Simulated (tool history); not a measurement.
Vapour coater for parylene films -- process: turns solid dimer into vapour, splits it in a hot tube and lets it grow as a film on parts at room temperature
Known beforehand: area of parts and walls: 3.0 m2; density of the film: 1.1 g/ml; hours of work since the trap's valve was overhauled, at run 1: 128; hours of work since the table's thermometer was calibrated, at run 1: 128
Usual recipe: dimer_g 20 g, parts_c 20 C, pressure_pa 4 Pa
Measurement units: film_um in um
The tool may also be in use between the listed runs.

run,hour,dimer_g,parts_c,pressure_pa,hours of work since the trap's valve was overhauled,hours of work since the table's thermometer was calibrated,film_um
1,0,20,20,4,128,128,4.52
2,22.7,20,20,4,147,147,4.5
3,48.9,20,20,4,169,169,4.54
4,68.5,20,20,4,185,185,4.48
5,88.9,20,20,4,202,202,4.41
6,115.2,20,20,4,224,224,4.35
7,138.7,20,20,4,244,244,4.36
8,156.1,20,20,4,258,258,4.33
9,172.9,20,20,4,272,272,4.29
10,195.1,20,20,4,291,291,4.22
# hour 200.8: trap's valve overhauled
11,222.2,20,20,8.54,18,310,4.05
12,246,20,20,8.54,38,330,4
13,268.4,20,20,8.54,56,348,3.93
14,293.5,20,27,4,77,369,3.84
15,314,20,27,4,94,386,3.85
16,328.3,20,20,4,106,398,4.62
17,354,10,20,4,128,420,2.26
18,377.6,20,20,4,147,439,4.56
19,403.2,20,20,4,169,461,4.57
20,425.2,20,20,4,187,479,4.44
21,439.2,9,16,4,199,491,2.25
22,458.3,9,16,4,215,507,2.18
23,484.5,9,16,4,237,529,2.17
24,510.6,13,19,3.65,258,550,2.92
25,531,13,19,3.65,275,567,2.98
# hour 555.2: trap's valve overhauled
26,557.8,20,15,2.9,2,587,5.71
27,579.2,10,15,2.94,20,604,2.89
28,590.6,21,15,3.71,29,614,5.77
29,606.8,20,14,4,43,627,5.45
30,631.6,20,14,4,64,648,5.43
31,649.1,10,12,10.6,78,663,2.28
32,674.1,10,12,10.6,99,683,2.26
33,697.9,10,12,10.6,119,703,2.29
34,714.9,10,12,10.6,133,718,2.27
35,729.3,10,12,5.16,145,730,2.63
36,752.7,10,12,5.16,165,749,2.59
37,777,10,12,5.16,185,769,2.64

Consider 4 possible next runs. They are alternatives, not a sequence: every one starts from the tool as it was left by run 37. What does each give?
A,792.8,10,31,5.16,198,782,?
B,792.8,10,26,5.16,198,782,?
C,792.8,17,26,6.16,198,782,?
D,792.8,20,22,5.43,198,782,?

run,film_um
A,1.58
B,1.81
C,2.98
D,3.96
Without the tool's unlogged condition, the same runs would have read:
run,film_um
A,1.66
B,1.9
C,3.13
D,4.16
